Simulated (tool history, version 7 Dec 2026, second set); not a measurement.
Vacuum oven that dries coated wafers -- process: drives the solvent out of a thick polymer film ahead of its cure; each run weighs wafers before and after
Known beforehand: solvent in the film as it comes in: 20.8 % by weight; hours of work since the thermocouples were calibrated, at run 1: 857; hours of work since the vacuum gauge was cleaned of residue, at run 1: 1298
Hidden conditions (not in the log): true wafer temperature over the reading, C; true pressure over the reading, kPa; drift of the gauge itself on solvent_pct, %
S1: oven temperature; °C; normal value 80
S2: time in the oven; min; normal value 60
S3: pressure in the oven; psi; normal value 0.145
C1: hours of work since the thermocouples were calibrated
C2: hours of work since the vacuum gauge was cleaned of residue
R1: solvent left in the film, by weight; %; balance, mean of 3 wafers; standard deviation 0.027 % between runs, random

run 1 hour=0 | S1=80 S2=60 S3=0.145 | C1=857 C2=1298 | R1=1.4
run 2 hour=48.4 | S1=80 S2=60 S3=0.145 | C1=894 C2=1336 | R1=1.44
run 3 hour=101.6 | S1=80 S2=60 S3=0.145 | C1=936 C2=1377 | R1=1.41
run 4 hour=132 | S1=91 S2=60 S3=0.145 | C1=959 C2=1400 | R1=0.54
run 5 hour=174.4 | S1=91 S2=60 S3=0.145 | C1=992 C2=1433 | R1=0.56
run 6 hour=217.7 | S1=91 S2=60 S3=0.145 | C1=1026 C2=1467 | R1=0.53
-- hour=241.6 oven's thermocouples calibrated
run 7 hour=254.8 | S1=91 S2=60 S3=0.145 | C1=10 C2=1494 | R1=0.51
run 8 hour=292.3 | S1=91 S2=60 S3=0.145 | C1=39 C2=1523 | R1=0.51
run 9 hour=332.4 | S1=91 S2=60 S3=0.145 | C1=70 C2=1554 | R1=0.54
run 10 hour=367.8 | S1=91 S2=60 S3=0.145 | C1=98 C2=1581 | R1=0.51
run 11 hour=421.3 | S1=80 S2=60 S3=0.081 | C1=139 C2=1623 | R1=1.06
run 12 hour=484.6 | S1=80 S2=60 S3=0.081 | C1=188 C2=1672 | R1=1.06
run 13 hour=540.3 | S1=80 S2=60 S3=0.135 | C1=231 C2=1715 | R1=1.35
run 14 hour=603.7 | S1=80 S2=53 S3=0.289 | C1=280 C2=1764 | R1=2.38

Predict the results of run 15:
run 15 hour=657.2 | S1=90 S2=93 S3=0.406 | C1=322 C2=1805 | R1=?

Logged for run 15: R1 1.44 %.
Without the tool's hidden state the same run would have given R1 1.44 %.

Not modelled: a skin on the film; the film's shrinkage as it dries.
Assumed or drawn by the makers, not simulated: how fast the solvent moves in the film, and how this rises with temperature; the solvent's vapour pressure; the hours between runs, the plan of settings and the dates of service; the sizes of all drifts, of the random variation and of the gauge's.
